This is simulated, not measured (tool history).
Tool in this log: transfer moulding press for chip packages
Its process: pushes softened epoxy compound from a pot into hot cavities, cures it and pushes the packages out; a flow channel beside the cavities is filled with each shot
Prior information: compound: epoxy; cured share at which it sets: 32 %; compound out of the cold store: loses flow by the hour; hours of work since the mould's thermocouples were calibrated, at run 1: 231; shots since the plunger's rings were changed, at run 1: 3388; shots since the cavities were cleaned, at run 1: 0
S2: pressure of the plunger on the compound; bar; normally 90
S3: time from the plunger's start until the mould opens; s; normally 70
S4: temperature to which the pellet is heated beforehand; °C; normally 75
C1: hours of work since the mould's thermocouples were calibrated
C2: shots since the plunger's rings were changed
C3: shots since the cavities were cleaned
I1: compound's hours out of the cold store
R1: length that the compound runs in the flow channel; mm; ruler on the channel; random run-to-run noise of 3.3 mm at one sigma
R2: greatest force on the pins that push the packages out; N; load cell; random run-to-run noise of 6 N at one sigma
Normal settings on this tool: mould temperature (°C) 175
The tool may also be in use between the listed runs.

{"run": 1, "hour": 0.0, "mould temperature (°C)": 175, "S2": 90, "S3": 70, "S4": 75, "C1": 231, "C2": 3388, "C3": 0, "I1": 35.8, "R1": 658, "R2": 228}
{"run": 2, "hour": 50.0, "mould temperature (°C)": 175, "S2": 90, "S3": 70, "S4": 83, "C1": 260, "C2": 4016, "C3": 628, "I1": 46.6, "R1": 637, "R2": 441}
{"hour": 81.2, "done": "cavities cleaned with cleaning compound and waxed"}
{"hour": 116.6, "done": "plunger's sealing rings changed"}
{"run": 3, "hour": 116.6, "mould temperature (°C)": 175, "S2": 90, "S3": 70, "S4": 83, "C1": 296, "C2": 0, "C3": 412, "I1": 37.5, "R1": 704, "R2": 524}
{"run": 4, "hour": 160.6, "mould temperature (°C)": 175, "S2": 90, "S3": 70, "S4": 75, "C1": 321, "C2": 552, "C3": 964, "I1": 20, "R1": 725, "R2": 559}
{"hour": 165.8, "done": "cavities cleaned with cleaning compound and waxed"}
{"run": 5, "hour": 198.8, "mould temperature (°C)": 175, "S2": 90, "S3": 70, "S4": 75, "C1": 343, "C2": 1012, "C3": 414, "I1": 35.6, "R1": 688, "R2": 422}
{"hour": 247.1, "done": "cavities cleaned with cleaning compound and waxed"}
{"hour": 255.2, "done": "cavities cleaned with cleaning compound and waxed, once more"}
{"run": 6, "hour": 255.2, "mould temperature (°C)": 175, "S2": 90, "S3": 70, "S4": 75, "C1": 374, "C2": 1682, "C3": 0, "I1": 33.3, "R1": 690, "R2": 237}
{"hour": 265.3, "done": "mould's thermocouples calibrated"}
{"run": 7, "hour": 305.6, "mould temperature (°C)": 175, "S2": 90, "S3": 70, "S4": 75, "C1": 23, "C2": 2289, "C3": 607, "I1": 38.8, "R1": 668, "R2": 418}
{"hour": 336.9, "done": "cavities cleaned with cleaning compound and waxed"}
{"run": 8, "hour": 355.7, "mould temperature (°C)": 171, "S2": 90, "S3": 70, "S4": 75, "C1": 51, "C2": 2898, "C3": 235, "I1": 21.5, "R1": 696, "R2": 444}
{"run": 9, "hour": 414.9, "mould temperature (°C)": 171, "S2": 90, "S3": 70, "S4": 75, "C1": 86, "C2": 3642, "C3": 979, "I1": 43.9, "R1": 651, "R2": 596}
{"hour": 419.5, "done": "cavities cleaned with cleaning compound and waxed"}
{"run": 10, "hour": 469.2, "mould temperature (°C)": 171, "S2": 90, "S3": 70, "S4": 75, "C1": 116, "C2": 4303, "C3": 623, "I1": 26.3, "R1": 668, "R2": 553}
{"hour": 501.1, "done": "cavities cleaned with cleaning compound and waxed"}
{"hour": 510.4, "done": "plunger's sealing rings changed"}
{"run": 11, "hour": 531.7, "mould temperature (°C)": 171, "S2": 90, "S3": 70, "S4": 75, "C1": 150, "C2": 267, "C3": 352, "I1": 14.9, "R1": 758, "R2": 503}
{"run": 12, "hour": 577.2, "mould temperature (°C)": 175, "S2": 90, "S3": 72, "S4": 75, "C1": 176, "C2": 837, "C3": 922, "I1": 16.4, "R1": 729, "R2": 453}
{"hour": 586.4, "done": "cavities cleaned with cleaning compound and waxed"}
{"run": 13, "hour": 626.9, "mould temperature (°C)": 175, "S2": 76.6, "S3": 70, "S4": 75, "C1": 204, "C2": 1442, "C3": 508, "I1": 25.1, "R1": 651, "R2": 425}
{"hour": 667.2, "done": "cavities cleaned with cleaning compound and waxed"}
{"run": 14, "hour": 667.2, "mould temperature (°C)": 175, "S2": 76.6, "S3": 70, "S4": 75, "C1": 227, "C2": 1929, "C3": 0, "I1": 38, "R1": 628, "R2": 223}
{"run": 15, "hour": 729.3, "mould temperature (°C)": 183, "S2": 80.5, "S3": 108, "S4": 74, "C1": 263, "C2": 2707, "C3": 778, "I1": 17, "R1": 641, "R2": 356}
{"hour": 746.9, "done": "cavities cleaned with cleaning compound and waxed"}
{"run": 16, "hour": 775.7, "mould temperature (°C)": 183, "S2": 80.5, "S3": 108, "S4": 74, "C1": 289, "C2": 3270, "C3": 361, "I1": 25.6, "R1": 618, "R2": 294}
{"run": 17, "hour": 824.2, "mould temperature (°C)": 175, "S2": 90, "S3": 70, "S4": 69, "C1": 317, "C2": 3879, "C3": 970, "I1": 29.1, "R1": 668, "R2": 500}
{"hour": 829.3, "done": "cavities cleaned with cleaning compound and waxed"}
{"run": 18, "hour": 874.2, "mould temperature (°C)": 175, "S2": 90, "S3": 70, "S4": 69, "C1": 345, "C2": 4487, "C3": 563, "I1": 42.2, "R1": 630, "R2": 421}
{"hour": 902.3, "done": "plunger's sealing rings changed"}
{"hour": 913.1, "done": "cavities cleaned with cleaning compound and waxed"}
{"run": 19, "hour": 915.7, "mould temperature (°C)": 179, "S2": 86.2, "S3": 70, "S4": 69, "C1": 366, "C2": 149, "C3": 32, "I1": 27.7, "R1": 698, "R2": 216}
{"hour": 935.2, "done": "mould's thermocouples calibrated"}
{"run": 20, "hour": 971.3, "mould temperature (°C)": 175, "S2": 90.5, "S3": 58, "S4": 75, "C1": 21, "C2": 821, "C3": 704, "I1": 26.4, "R1": 715, "R2": 639}
{"hour": 997.1, "done": "cavities cleaned with cleaning compound and waxed"}
{"run": 21, "hour": 1023.2, "mould temperature (°C)": 173, "S2": 84.6, "S3": 73, "S4": 75, "C1": 50, "C2": 1453, "C3": 327, "I1": 41.1, "R1": 669, "R2": 367}
{"run": 22, "hour": 1051.9, "mould temperature (°C)": 173, "S2": 84.6, "S3": 55, "S4": 75, "C1": 67, "C2": 1813, "C3": 687, "I1": 22.2, "R1": 696, "R2": 898}
{"hour": 1077.9, "done": "cavities cleaned with cleaning compound and waxed"}
{"run": 23, "hour": 1110.7, "mould temperature (°C)": 173, "S2": 84.6, "S3": 55, "S4": 75, "C1": 100, "C2": 2531, "C3": 410, "I1": 28.9, "R1": 669, "R2": 771}

Forecast run 24:
{"hour": 1157.7, "done": "cavities cleaned with cleaning compound and waxed"}
{"run": 24, "hour": 1157.7, "mould temperature (°C)": 175, "S2": 90, "S3": 74, "S4": 71, "C1": 126, "C2": 3102, "C3": 0, "I1": 9.6, "R1": "?", "R2": "?"}

Logged for run 24: R1 704 mm, R2 224 N.
Minus the tool's unlogged condition, the same run would have read R1 748 mm, R2 216 N.
